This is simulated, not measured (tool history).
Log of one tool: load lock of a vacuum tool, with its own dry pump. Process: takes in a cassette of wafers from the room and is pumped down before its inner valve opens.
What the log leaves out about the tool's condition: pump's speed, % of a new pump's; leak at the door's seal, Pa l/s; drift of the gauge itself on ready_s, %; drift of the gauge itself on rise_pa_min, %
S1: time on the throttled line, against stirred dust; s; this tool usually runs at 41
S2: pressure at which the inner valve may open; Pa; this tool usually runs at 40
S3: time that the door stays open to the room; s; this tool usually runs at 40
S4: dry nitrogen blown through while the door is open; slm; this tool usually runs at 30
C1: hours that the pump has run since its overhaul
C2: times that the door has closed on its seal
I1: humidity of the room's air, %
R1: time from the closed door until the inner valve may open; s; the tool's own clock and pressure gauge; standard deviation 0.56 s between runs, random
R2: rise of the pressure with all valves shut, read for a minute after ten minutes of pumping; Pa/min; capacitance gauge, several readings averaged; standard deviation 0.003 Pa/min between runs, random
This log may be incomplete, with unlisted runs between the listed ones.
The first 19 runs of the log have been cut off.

| run | hour | S1 | S2 | S3 | S4 | C1 | C2 | I1 | R1 | R2 |
|---|---|---|---|---|---|---|---|---|---|---|
| 20 | 3406.8 | 41 | 40 | 87 | 30 | 9587 | 30583 | 41.8 | 81.6 | 0.259 |
| 21 | 3571.3 | 35 | 55 | 176 | 44 | 9752 | 31044 | 44.4 | 76.7 | 0.285 |
| 22 | 3735.4 | 32 | 55 | 176 | 36 | 9916 | 31503 | 43.8 | 75.3 | 0.283 |
| 23 | 3854.8 | 32 | 55 | 212 | 26 | 10035 | 31838 | 46.3 | 74.5 | 0.307 |
| 24 | 4032.9 | 32 | 55 | 212 | 26 | 10213 | 32337 | 46.5 | 74.8 | 0.314 |
| 25 | 4170.6 | 74 | 29 | 40 | 30 | 10351 | 32723 | 47.3 | 109.9 | 0.286 |
| 26 | 4342.3 | 74 | 29 | 40 | 30 | 10523 | 33204 | 47.2 | 109.3 | 0.295 |
| 27 | 4494.0 | 74 | 29 | 40 | 30 | 10674 | 33629 | 43.4 | 107.9 | 0.310 |
| 28 | 4622.6 | 63 | 63 | 39 | 10 | 10803 | 33989 | 42.8 | 96.3 | 0.308 |
| 29 | 4731.1 | 53 | 38 | 152 | 30 | 10911 | 34293 | 43.8 | 92.6 | 0.323 |
| 30 | 4857.9 | 41 | 40 | 86 | 30 | 11038 | 34648 | 41.8 | 83.6 | 0.323 |
| 31 | 5000.3 | 25 | 38 | 40 | 30 | 11180 | 35047 | 44.1 | 72.1 | 0.322 |
| 32 | 5105.9 | 57 | 38 | 40 | 30 | 11286 | 35343 | 43.2 | 95.9 | 0.327 |
| 33 | 5244.5 | 42 | 40 | 40 | 30 | 11425 | 35732 | 48.6 | 84.1 | 0.330 |
| 34 | 5390.6 | 42 | 40 | 71 | 30 | 11571 | 36141 | 43.6 | 84.5 | 0.341 |
| 35 | 5611.1 | 42 | 40 | 71 | 30 | 11791 | 36759 | 49.0 | 84.0 | 0.349 |
| 36 | 5751.5 | 42 | 40 | 71 | 30 | 11932 | 37152 | 48.0 | 83.8 | 0.361 |
| 37 | 5993.2 | 28 | 32 | 35 | 7 | 12173 | 37830 | 48.3 | 76.3 | 0.371 |

What if the next run were any one of these 4? Each begins from the tool's condition after run 37:
| A | 6107.2 | 28 | 54 | 35 | 6 | 12287 | 38149 | 47.2 | ? | ? |
| B | 6107.2 | 28 | 34 | 51 | 20 | 12287 | 38149 | 45.9 | ? | ? |
| C | 6107.2 | 28 | 38 | 63 | 7 | 12287 | 38149 | 49.8 | ? | ? |
| D | 6107.2 | 32 | 40 | 44 | 30 | 12287 | 38149 | 43.6 | ? | ? |

| run | R1 | R2 |
|---|---|---|
| A | 73.2 | 0.369 |
| B | 75.5 | 0.369 |
| C | 75.0 | 0.381 |
| D | 76.8 | 0.363 |
Without the tool's hidden state the same runs would have given:
| run | R1 | R2 |
|---|---|---|
| A | 67.7 | 0.014 |
| B | 69.9 | 0.016 |
| C | 69.5 | 0.030 |
| D | 71.4 | 0.012 |
